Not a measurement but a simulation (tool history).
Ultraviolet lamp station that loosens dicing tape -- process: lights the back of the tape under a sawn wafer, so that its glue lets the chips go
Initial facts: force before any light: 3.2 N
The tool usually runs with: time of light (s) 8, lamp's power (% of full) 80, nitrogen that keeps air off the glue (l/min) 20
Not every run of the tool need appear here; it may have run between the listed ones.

run,hour,time of light (s),lamp's power (% of full),nitrogen that keeps air off the glue (l/min),force that peels the tape off (N),light that reached the tape (J/m2)
1,0,8,80,20,0.252,3170
# hour 3.1: window cleaned of glue's vapour
2,42.2,8,80,20,0.326,2660
3,62,8,80,20,0.334,2640
4,90,7,80,20,0.415,2300
5,123.4,8,80,20,0.333,2540
6,148.3,8,80,20,0.354,2550
# hour 164.2: window cleaned of glue's vapour, once more
7,190.7,11,93,11,0.171,5970
8,223.9,12,93,8,0.171,6360
9,263.8,9,83,16,0.19,4190
10,288.6,10,99,34,0.14,5520
11,317.8,10,80,24,0.174,4460
12,344.4,6,88,20,0.298,2890

Table of differences, measured result less the result of that run with no hidden state. Run-to-run variation is the same in both. Gauge scatter possibly is not:
Hidden conditions of the tool in this case: lamp's light, % of a new lamp's; light that the window lets through, % of a clean one's; drift of the gauge itself on peel_n, %; drift of the gauge itself on dose_mj_cm2, %.
run,force that peels the tape off (N),light that reached the tape (J/m2)
1,+0.075,-1040
2,+0.151,-1520
3,+0.16,-1560
4,+0.218,-1410
5,+0.173,-1650
6,+0.185,-1700
7,+0.01,-750
8,+0.013,-900
9,+0.026,-680
10,+0.002,-970
11,+0.015,-850
12,+0.071,-600
